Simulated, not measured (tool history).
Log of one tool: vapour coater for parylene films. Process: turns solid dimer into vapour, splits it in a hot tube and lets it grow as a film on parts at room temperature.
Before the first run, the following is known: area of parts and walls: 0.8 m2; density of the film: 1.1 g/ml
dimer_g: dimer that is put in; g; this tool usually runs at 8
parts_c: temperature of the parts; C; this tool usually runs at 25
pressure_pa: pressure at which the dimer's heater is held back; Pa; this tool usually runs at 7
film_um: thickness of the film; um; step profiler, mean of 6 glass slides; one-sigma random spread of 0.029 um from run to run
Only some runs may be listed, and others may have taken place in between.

run   hour  dimer_g  parts_c  pressure_pa  film_um
  1      0        8       25            7     4.26
  2   32.4        8       25            7     4.27
      80.8  -- trap's valve overhauled
  3   83.5        8       25            7      4.5
  4  135.4        8       25            7     4.44
  5  169.5        8       25            7     4.35
  6  215.3        8       25            7      4.4
  7  246.8        8       25            7     4.39
  8    312        8       25            7     4.33
  9  357.5       10       25            7      5.3
 10  394.7       10       25            7     5.34
     404.5  -- trap's valve overhauled
 11  443.2       10       25            7     5.53
 12  470.8        8       25            7     4.45
 13  505.2        3       25            7     1.65
 14  556.2        3       25            7     1.64
 15  595.7        3       25            7     1.64
 16  663.4        3       25            7     1.61

Run 17 has not been measured yet. What should we expect?
 17  704.9        3       25            7        ?

film_um: 1.64 um
Minus the tool's unlogged condition, the same run would have read film_um 1.7 um.
